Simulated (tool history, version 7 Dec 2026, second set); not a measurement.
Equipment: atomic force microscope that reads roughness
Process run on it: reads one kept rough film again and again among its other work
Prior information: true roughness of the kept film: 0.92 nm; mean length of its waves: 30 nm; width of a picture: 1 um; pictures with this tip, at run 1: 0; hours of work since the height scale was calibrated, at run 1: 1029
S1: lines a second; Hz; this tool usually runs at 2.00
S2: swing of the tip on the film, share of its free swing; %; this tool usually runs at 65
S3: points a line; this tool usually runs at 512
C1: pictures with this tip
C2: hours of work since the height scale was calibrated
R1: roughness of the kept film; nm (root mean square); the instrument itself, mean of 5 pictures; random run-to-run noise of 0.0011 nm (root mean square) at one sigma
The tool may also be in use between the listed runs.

| run | day | S1 | S2 | S3 | C1 | C2 | R1 |
|---|---|---|---|---|---|---|---|
| 1 | 0.000 | 2.00 | 65 | 512 | 0 | 1029 | 0.827 |
| 2 | 2.633 | 2.00 | 65 | 512 | 82 | 1060 | 0.824 |
| 3 | 4.283 | 2.16 | 65 | 512 | 133 | 1079 | 0.814 |
| 4 | 6.404 | 2.00 | 69 | 512 | 199 | 1104 | 0.797 |
| 5 | 9.142 | 2.00 | 69 | 512 | 284 | 1136 | 0.793 |
|  | 10.608 | new tip fitted |
| 6 | 11.154 | 2.00 | 69 | 512 | 17 | 1159 | 0.805 |
| 7 | 13.758 | 2.00 | 65 | 512 | 98 | 1190 | 0.821 |
| 8 | 15.600 | 0.83 | 65 | 512 | 155 | 1212 | 0.863 |
| 9 | 19.096 | 0.83 | 65 | 512 | 263 | 1253 | 0.856 |
| 10 | 20.725 | 0.83 | 65 | 512 | 314 | 1272 | 0.853 |
|  | 21.350 | new tip fitted |
| 11 | 23.775 | 0.83 | 65 | 512 | 76 | 1308 | 0.867 |
| 12 | 27.058 | 0.83 | 65 | 512 | 178 | 1346 | 0.862 |
| 13 | 30.346 | 2.70 | 77 | 854 | 280 | 1385 | 0.713 |
|  | 32.054 | new tip fitted |
| 14 | 32.725 | 1.42 | 62 | 512 | 21 | 1413 | 0.855 |
| 15 | 34.900 | 2.00 | 65 | 837 | 89 | 1438 | 0.822 |
| 16 | 37.388 | 2.00 | 65 | 837 | 166 | 1467 | 0.819 |
| 17 | 40.129 | 2.00 | 75 | 967 | 251 | 1500 | 0.765 |
| 18 | 41.846 | 1.14 | 75 | 967 | 304 | 1520 | 0.812 |
|  | 42.688 | new tip fitted |
| 19 | 45.058 | 0.50 | 75 | 967 | 74 | 1557 | 0.869 |
| 20 | 48.050 | 0.50 | 75 | 967 | 166 | 1592 | 0.866 |
| 21 | 51.571 | 0.50 | 62 | 967 | 276 | 1634 | 0.878 |
|  | 53.442 | new tip fitted |
| 22 | 55.038 | 0.88 | 65 | 400 | 50 | 1674 | 0.867 |
| 23 | 56.479 | 0.88 | 65 | 400 | 95 | 1691 | 0.866 |
| 24 | 59.500 | 2.46 | 65 | 572 | 188 | 1727 | 0.805 |

For each entry between runs, how does the tool's hidden state at the last listed run before it compare with that at the first listed run after it?
Run 5 -> run 6: new tip fitted (day 10.608)
  radius of the tip, nm: 9.4 -> 5.4; height scale over the true one, %: 0.81 -> 0.83
  difference, measured minus the result without the unlogged condition, R1: -0.007 -> +0.006 nm (root mean square)
Run 10 -> run 11: new tip fitted (day 21.350)
  radius of the tip, nm: 10.6 -> 6.4; height scale over the true one, %: 0.91 -> 0.94
  difference, measured minus the result without the unlogged condition, R1: -0.011 -> +0.003 nm (root mean square)
Run 13 -> run 14: new tip fitted (day 32.054)
  radius of the tip, nm: 9.8 -> 6.1; height scale over the true one, %: 1 -> 1.02
  difference, measured minus the result without the unlogged condition, R1: -0.006 -> +0.005 nm (root mean square)
Run 18 -> run 19: new tip fitted (day 42.688)
  radius of the tip, nm: 11 -> 6.3; height scale over the true one, %: 1.1 -> 1.12
  difference, measured minus the result without the unlogged condition, R1: -0.010 -> +0.005 nm (root mean square)
Run 21 -> run 22: new tip fitted (day 53.442)
  radius of the tip, nm: 9.6 -> 5.9; height scale over the true one, %: 1.18 -> 1.21
  difference, measured minus the result without the unlogged condition, R1: -0.006 -> +0.007 nm (root mean square)

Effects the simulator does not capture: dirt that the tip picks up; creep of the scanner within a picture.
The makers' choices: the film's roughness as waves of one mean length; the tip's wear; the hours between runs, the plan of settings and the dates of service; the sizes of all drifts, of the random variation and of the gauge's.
